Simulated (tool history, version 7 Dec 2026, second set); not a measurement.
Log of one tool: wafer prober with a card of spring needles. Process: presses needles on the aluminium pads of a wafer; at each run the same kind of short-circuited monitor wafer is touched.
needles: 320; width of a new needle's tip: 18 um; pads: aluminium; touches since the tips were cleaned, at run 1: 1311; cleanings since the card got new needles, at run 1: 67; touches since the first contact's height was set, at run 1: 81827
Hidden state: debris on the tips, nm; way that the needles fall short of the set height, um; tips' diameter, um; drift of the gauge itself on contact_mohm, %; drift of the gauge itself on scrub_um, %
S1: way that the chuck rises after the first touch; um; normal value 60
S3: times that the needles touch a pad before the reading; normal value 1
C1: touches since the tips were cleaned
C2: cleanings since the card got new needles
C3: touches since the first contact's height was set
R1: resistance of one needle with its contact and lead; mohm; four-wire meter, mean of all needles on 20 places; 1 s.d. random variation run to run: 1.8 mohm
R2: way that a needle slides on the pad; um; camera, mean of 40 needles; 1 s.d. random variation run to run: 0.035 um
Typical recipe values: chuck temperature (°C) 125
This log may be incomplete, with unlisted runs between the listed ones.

run 1 day=0.000 | S1=60 chuck_temperature_(°C)=125 S3=1 | C1=1311 C2=67 C3=81827 | R1=248 R2=13.50
-- day=0.229 tips cleaned on abrasive film
-- day=0.617 tips cleaned on abrasive film
run 2 day=0.617 | S1=60 chuck_temperature_(°C)=125 S3=1 | C1=0 C2=69 C3=88366 | R1=207 R2=13.45
-- day=0.992 tips cleaned on abrasive film
run 3 day=1.262 | S1=60 chuck_temperature_(°C)=125 S3=1 | C1=2913 C2=70 C3=95287 | R1=270 R2=13.35
-- day=1.358 tips cleaned on abrasive film
-- day=1.429 height of the first contact set anew
run 4 day=1.662 | S1=60 chuck_temperature_(°C)=125 S3=1 | C1=3135 C2=71 C3=2503 | R1=285 R2=13.08
-- day=1.746 tips cleaned on abrasive film
-- day=2.138 tips cleaned on abrasive film
run 5 day=2.242 | S1=60 chuck_temperature_(°C)=125 S3=1 | C1=1137 C2=73 C3=8663 | R1=245 R2=13.07
-- day=2.517 tips cleaned on abrasive film
run 6 day=2.717 | S1=60 chuck_temperature_(°C)=125 S3=1 | C1=2159 C2=74 C3=13750 | R1=270 R2=13.01
-- day=2.888 tips cleaned on abrasive film
-- day=3.254 tips cleaned on abrasive film
run 7 day=3.483 | S1=60 chuck_temperature_(°C)=125 S3=1 | C1=2469 C2=76 C3=21911 | R1=278 R2=13.00
-- day=3.633 tips cleaned on abrasive film
-- day=4.008 tips cleaned on abrasive film
run 8 day=4.079 | S1=60 chuck_temperature_(°C)=125 S3=1 | C1=752 C2=78 C3=28238 | R1=239 R2=12.99
-- day=4.408 tips cleaned on abrasive film
-- day=4.758 tips cleaned on abrasive film
run 9 day=4.846 | S1=60 chuck_temperature_(°C)=125 S3=1 | C1=961 C2=80 C3=36445 | R1=253 R2=12.95
-- day=5.033 height of the first contact set anew, once more
-- day=5.133 tips cleaned on abrasive film
-- day=5.488 tips cleaned on abrasive film
run 10 day=5.504 | S1=60 chuck_temperature_(°C)=125 S3=1 | C1=196 C2=82 C3=4973 | R1=212 R2=13.84
-- day=5.879 tips cleaned on abrasive film
-- day=6.288 tips cleaned on abrasive film
run 11 day=6.392 | S1=60 chuck_temperature_(°C)=125 S3=1 | C1=1091 C2=84 C3=14431 | R1=242 R2=13.88
-- day=6.692 tips cleaned on abrasive film
run 12 day=6.892 | S1=61 chuck_temperature_(°C)=125 S3=1 | C1=2162 C2=85 C3=19800 | R1=269 R2=14.01
-- day=7.054 tips cleaned on abrasive film
-- day=7.429 tips cleaned on abrasive film
run 13 day=7.446 | S1=61 chuck_temperature_(°C)=125 S3=1 | C1=183 C2=87 C3=25675 | R1=211 R2=13.91
-- day=7.796 tips cleaned on abrasive film
run 14 day=7.838 | S1=61 chuck_temperature_(°C)=125 S3=1 | C1=450 C2=88 C3=29873 | R1=224 R2=13.93
-- day=8.162 tips cleaned on abrasive film
-- day=8.554 tips cleaned on abrasive film
run 15 day=8.688 | S1=58 chuck_temperature_(°C)=125 S3=1 | C1=1419 C2=90 C3=38926 | R1=258 R2=13.13
-- day=8.942 tips cleaned on abrasive film
run 16 day=9.175 | S1=60 chuck_temperature_(°C)=46 S3=1 | C1=2500 C2=91 C3=44134 | R1=273 R2=13.67
-- day=9.304 tips cleaned on abrasive film
-- day=9.683 tips cleaned on abrasive film
run 17 day=9.746 | S1=60 chuck_temperature_(°C)=36 S3=1 | C1=674 C2=93 C3=50213 | R1=218 R2=13.64
-- day=10.088 tips cleaned on abrasive film
run 18 day=10.317 | S1=60 chuck_temperature_(°C)=36 S3=1 | C1=2476 C2=94 C3=56341 | R1=266 R2=13.57
-- day=10.483 tips cleaned on abrasive film
-- day=10.846 tips cleaned on abrasive film
run 19 day=10.846 | S1=59 chuck_temperature_(°C)=27 S3=3 | C1=0 C2=96 C3=61948 | R1=183 R2=13.25
-- day=11.200 tips cleaned on abrasive film
-- day=11.579 tips cleaned on abrasive film
run 20 day=11.604 | S1=63 chuck_temperature_(°C)=77 S3=1 | C1=287 C2=98 C3=70040 | R1=204 R2=14.22
-- day=11.942 tips cleaned on abrasive film
run 21 day=12.121 | S1=63 chuck_temperature_(°C)=77 S3=1 | C1=1929 C2=99 C3=75569 | R1=258 R2=14.22
-- day=12.333 tips cleaned on abrasive film
-- day=12.717 tips cleaned on abrasive film
run 22 day=12.717 | S1=48 chuck_temperature_(°C)=51 S3=1 | C1=14 C2=101 C3=81901 | R1=197 R2=10.68
-- day=13.108 tips cleaned on abrasive film
-- day=13.467 tips cleaned on abrasive film
run 23 day=13.467 | S1=48 chuck_temperature_(°C)=51 S3=1 | C1=0 C2=103 C3=89915 | R1=204 R2=10.60
-- day=13.896 tips cleaned on abrasive film
run 24 day=13.962 | S1=48 chuck_temperature_(°C)=51 S3=1 | C1=706 C2=104 C3=95186 | R1=265 R2=10.65
-- day=14.162 height of the first contact set anew
-- day=14.296 tips cleaned on abrasive film
run 25 day=14.371 | S1=79 chuck_temperature_(°C)=51 S3=2 | C1=811 C2=105 C3=2190 | R1=191 R2=18.30
-- day=14.704 tips cleaned on abrasive film
run 26 day=14.762 | S1=79 chuck_temperature_(°C)=51 S3=2 | C1=592 C2=106 C3=6372 | R1=188 R2=18.24
-- day=15.112 tips cleaned on abrasive film
-- day=15.500 tips cleaned on abrasive film
run 27 day=15.525 | S1=60 chuck_temperature_(°C)=29 S3=1 | C1=275 C2=108 C3=14517 | R1=201 R2=13.81
-- day=15.908 tips cleaned on abrasive film
-- day=16.279 tips cleaned on abrasive film
run 28 day=16.350 | S1=60 chuck_temperature_(°C)=70 S3=1 | C1=765 C2=110 C3=23309 | R1=232 R2=13.74
-- day=16.650 tips cleaned on abrasive film
-- day=17.004 tips cleaned on abrasive film
run 29 day=17.083 | S1=60 chuck_temperature_(°C)=70 S3=1 | C1=855 C2=112 C3=31135 | R1=227 R2=13.71
-- day=17.392 tips cleaned on abrasive film
-- day=17.779 tips cleaned on abrasive film
run 30 day=17.883 | S1=60 chuck_temperature_(°C)=53 S3=2 | C1=1124 C2=114 C3=39690 | R1=220 R2=13.71
-- day=18.154 tips cleaned on abrasive film
-- day=18.583 tips cleaned on abrasive film
run 31 day=18.683 | S1=60 chuck_temperature_(°C)=53 S3=2 | C1=1087 C2=116 C3=48213 | R1=220 R2=13.63

What differs in the tool's unlogged condition from the final listed run ahead of each entry between runs to the first listed run following it?
Run 1 -> run 2: tips cleaned on abrasive film (day 0.229); tips cleaned on abrasive film (day 0.617)
  debris on the tips, nm: 53.7 -> 8.4; way that the needles fall short of the set height, um: 1.76 -> 1.97; tips' diameter, um: 20.01 -> 20.08
  what was measured, less what the result would be without the hidden state, R1: +58 -> +14 mohm; R2: -0.41 -> -0.45 um
Run 2 -> run 3: tips cleaned on abrasive film (day 0.992)
  debris on the tips, nm: 8.4 -> 74.4; way that the needles fall short of the set height, um: 1.97 -> 2.08; tips' diameter, um: 20.08 -> 20.12
  what was measured, less what the result would be without the hidden state, R1: +14 -> +81 mohm; R2: -0.45 -> -0.48 um
Run 3 -> run 4: tips cleaned on abrasive film (day 1.358); height of the first contact set anew (day 1.429)
  debris on the tips, nm: 74.4 -> 78.8; way that the needles fall short of the set height, um: 2.08 -> 3.32; tips' diameter, um: 20.12 -> 20.15
  what was measured, less what the result would be without the hidden state, R1: +81 -> +92 mohm; R2: -0.48 -> -0.76 um
Run 4 -> run 5: tips cleaned on abrasive film (day 1.746); tips cleaned on abrasive film (day 2.138)
  debris on the tips, nm: 78.8 -> 45; way that the needles fall short of the set height, um: 3.32 -> 3.52; tips' diameter, um: 20.15 -> 20.23
  what was measured, less what the result would be without the hidden state, R1: +92 -> +55 mohm; R2: -0.76 -> -0.81 um
Run 5 -> run 6: tips cleaned on abrasive film (day 2.517)
  debris on the tips, nm: 45 -> 65.1; way that the needles fall short of the set height, um: 3.52 -> 3.62; tips' diameter, um: 20.23 -> 20.26
  what was measured, less what the result would be without the hidden state, R1: +55 -> +78 mohm; R2: -0.81 -> -0.83 um
Run 6 -> run 7: tips cleaned on abrasive film (day 2.888); tips cleaned on abrasive film (day 3.254)
  debris on the tips, nm: 65.1 -> 71.2; way that the needles fall short of the set height, um: 3.62 -> 3.78; tips' diameter, um: 20.26 -> 20.32
  what was measured, less what the result would be without the hidden state, R1: +78 -> +86 mohm; R2: -0.83 -> -0.87 um
Run 7 -> run 8: tips cleaned on abrasive film (day 3.633); tips cleaned on abrasive film (day 4.008)
  debris on the tips, nm: 71.2 -> 33.3; way that the needles fall short of the set height, um: 3.78 -> 3.97; tips' diameter, um: 20.32 -> 20.38
  what was measured, less what the result would be without the hidden state, R1: +86 -> +45 mohm; R2: -0.87 -> -0.92 um
Run 8 -> run 9: tips cleaned on abrasive film (day 4.408); tips cleaned on abrasive film (day 4.758)
  debris on the tips, nm: 33.3 -> 43.3; way that the needles fall short of the set height, um: 3.97 -> 4.14; tips' diameter, um: 20.38 -> 20.44
  what was measured, less what the result would be without the hidden state, R1: +45 -> +58 mohm; R2: -0.92 -> -0.96 um
Run 9 -> run 10: height of the first contact set anew, once more (day 5.033); tips cleaned on abrasive film (day 5.133); tips cleaned on abrasive film (day 5.488)
  debris on the tips, nm: 43.3 -> 16.9; way that the needles fall short of the set height, um: 4.14 -> 0.17; tips' diameter, um: 20.44 -> 20.5
  what was measured, less what the result would be without the hidden state, R1: +58 -> +22 mohm; R2: -0.96 -> -0.04 um
Run 10 -> run 11: tips cleaned on abrasive film (day 5.879); tips cleaned on abrasive film (day 6.288)
  debris on the tips, nm: 16.9 -> 43.1; way that the needles fall short of the set height, um: 0.17 -> 0.34; tips' diameter, um: 20.5 -> 20.56
  what was measured, less what the result would be without the hidden state, R1: +22 -> +49 mohm; R2: -0.04 -> -0.07 um
Run 11 -> run 12: tips cleaned on abrasive film (day 6.692)
  debris on the tips, nm: 43.1 -> 71.6; way that the needles fall short of the set height, um: 0.34 -> 0.45; tips' diameter, um: 20.56 -> 20.6
  what was measured, less what the result would be without the hidden state, R1: +49 -> +76 mohm; R2: -0.07 -> -0.11 um
Run 12 -> run 13: tips cleaned on abrasive film (day 7.054); tips cleaned on abrasive film (day 7.429)
  debris on the tips, nm: 71.6 -> 16.2; way that the needles fall short of the set height, um: 0.45 -> 0.66; tips' diameter, um: 20.6 -> 20.67
  what was measured, less what the result would be without the hidden state, R1: +76 -> +21 mohm; R2: -0.11 -> -0.15 um
Run 13 -> run 14: tips cleaned on abrasive film (day 7.796)
  debris on the tips, nm: 16.2 -> 24.6; way that the needles fall short of the set height, um: 0.66 -> 0.76; tips' diameter, um: 20.67 -> 20.71
  what was measured, less what the result would be without the hidden state, R1: +21 -> +30 mohm; R2: -0.15 -> -0.18 um
Run 14 -> run 15: tips cleaned on abrasive film (day 8.162); tips cleaned on abrasive film (day 8.554)
  debris on the tips, nm: 24.6 -> 51.9; way that the needles fall short of the set height, um: 0.76 -> 0.9; tips' diameter, um: 20.71 -> 20.76
  what was measured, less what the result would be without the hidden state, R1: +30 -> +65 mohm; R2: -0.18 -> -0.21 um
Run 15 -> run 16: tips cleaned on abrasive film (day 8.942)
  debris on the tips, nm: 51.9 -> 72.6; way that the needles fall short of the set height, um: 0.9 -> 1; tips' diameter, um: 20.76 -> 20.79
  what was measured, less what the result would be without the hidden state, R1: +65 -> +94 mohm; R2: -0.21 -> -0.23 um
Run 16 -> run 17: tips cleaned on abrasive film (day 9.304); tips cleaned on abrasive film (day 9.683)
  debris on the tips, nm: 72.6 -> 33.2; way that the needles fall short of the set height, um: 1 -> 1.15; tips' diameter, um: 20.79 -> 20.85
  what was measured, less what the result would be without the hidden state, R1: +94 -> +46 mohm; R2: -0.23 -> -0.26 um
Run 17 -> run 18: tips cleaned on abrasive film (day 10.088)
  debris on the tips, nm: 33.2 -> 70.2; way that the needles fall short of the set height, um: 1.15 -> 1.22; tips' diameter, um: 20.85 -> 20.87
  what was measured, less what the result would be without the hidden state, R1: +46 -> +92 mohm; R2: -0.26 -> -0.28 um
Run 18 -> run 19: tips cleaned on abrasive film (day 10.483); tips cleaned on abrasive film (day 10.846)
  debris on the tips, nm: 70.2 -> 9.5; way that the needles fall short of the set height, um: 1.22 -> 1.39; tips' diameter, um: 20.87 -> 20.93
  what was measured, less what the result would be without the hidden state, R1: +92 -> +10 mohm; R2: -0.28 -> -0.31 um
Run 19 -> run 20: tips cleaned on abrasive film (day 11.200); tips cleaned on abrasive film (day 11.579)
  debris on the tips, nm: 9.5 -> 16.8; way that the needles fall short of the set height, um: 1.39 -> 1.53; tips' diameter, um: 20.93 -> 20.98
  what was measured, less what the result would be without the hidden state, R1: +10 -> +23 mohm; R2: -0.31 -> -0.35 um
Run 20 -> run 21: tips cleaned on abrasive film (day 11.942)
  debris on the tips, nm: 16.8 -> 64.6; way that the needles fall short of the set height, um: 1.53 -> 1.64; tips' diameter, um: 20.98 -> 21.02
  what was measured, less what the result would be without the hidden state, R1: +23 -> +76 mohm; R2: -0.35 -> -0.38 um
Run 21 -> run 22: tips cleaned on abrasive film (day 12.333); tips cleaned on abrasive film (day 12.717)
  debris on the tips, nm: 64.6 -> 5.6; way that the needles fall short of the set height, um: 1.64 -> 1.82; tips' diameter, um: 21.02 -> 21.08
  what was measured, less what the result would be without the hidden state, R1: +76 -> +18 mohm; R2: -0.38 -> -0.42 um
Run 22 -> run 23: tips cleaned on abrasive film (day 13.108); tips cleaned on abrasive film (day 13.467)
  debris on the tips, nm: 5.6 -> 5.3; way that the needles fall short of the set height, um: 1.82 -> 2; tips' diameter, um: 21.08 -> 21.14
  what was measured, less what the result would be without the hidden state, R1: +18 -> +19 mohm; R2: -0.42 -> -0.46 um
Run 23 -> run 24: tips cleaned on abrasive film (day 13.896)
  debris on the tips, nm: 5.3 -> 34.6; way that the needles fall short of the set height, um: 2 -> 2.12; tips' diameter, um: 21.14 -> 21.18
  what was measured, less what the result would be without the hidden state, R1: +19 -> +78 mohm; R2: -0.46 -> -0.49 um
Run 24 -> run 25: height of the first contact set anew (day 14.162); tips cleaned on abrasive film (day 14.296)
  debris on the tips, nm: 34.6 -> 37.2; way that the needles fall short of the set height, um: 2.12 -> 0.07; tips' diameter, um: 21.18 -> 21.21
  what was measured, less what the result would be without the hidden state, R1: +78 -> +20 mohm; R2: -0.49 -> -0.01 um
Run 25 -> run 26: tips cleaned on abrasive film (day 14.704)
  debris on the tips, nm: 37.2 -> 35.3; way that the needles fall short of the set height, um: 0.07 -> 0.15; tips' diameter, um: 21.21 -> 21.23
  what was measured, less what the result would be without the hidden state, R1: +20 -> +19 mohm; R2: -0.01 -> -0.04 um
Run 26 -> run 27: tips cleaned on abrasive film (day 15.112); tips cleaned on abrasive film (day 15.500)
  debris on the tips, nm: 35.3 -> 18.5; way that the needles fall short of the set height, um: 0.15 -> 0.36; tips' diameter, um: 21.23 -> 21.31
  what was measured, less what the result would be without the hidden state, R1: +19 -> +28 mohm; R2: -0.04 -> -0.09 um
Run 27 -> run 28: tips cleaned on abrasive film (day 15.908); tips cleaned on abrasive film (day 16.279)
  debris on the tips, nm: 18.5 -> 35.4; way that the needles fall short of the set height, um: 0.36 -> 0.52; tips' diameter, um: 21.31 -> 21.37
  what was measured, less what the result would be without the hidden state, R1: +28 -> +49 mohm; R2: -0.09 -> -0.12 um
Run 28 -> run 29: tips cleaned on abrasive film (day 16.650); tips cleaned on abrasive film (day 17.004)
  debris on the tips, nm: 35.4 -> 33.1; way that the needles fall short of the set height, um: 0.52 -> 0.68; tips' diameter, um: 21.37 -> 21.42
  what was measured, less what the result would be without the hidden state, R1: +49 -> +47 mohm; R2: -0.12 -> -0.16 um
Run 29 -> run 30: tips cleaned on abrasive film (day 17.392); tips cleaned on abrasive film (day 17.779)
  debris on the tips, nm: 33.1 -> 49.9; way that the needles fall short of the set height, um: 0.68 -> 0.89; tips' diameter, um: 21.42 -> 21.49
  what was measured, less what the result would be without the hidden state, R1: +47 -> +44 mohm; R2: -0.16 -> -0.21 um
Run 30 -> run 31: tips cleaned on abrasive film (day 18.154); tips cleaned on abrasive film (day 18.583)
  debris on the tips, nm: 49.9 -> 49.6; way that the needles fall short of the set height, um: 0.89 -> 1.09; tips' diameter, um: 21.49 -> 21.56
  what was measured, less what the result would be without the hidden state, R1: +44 -> +45 mohm; R2: -0.21 -> -0.25 um
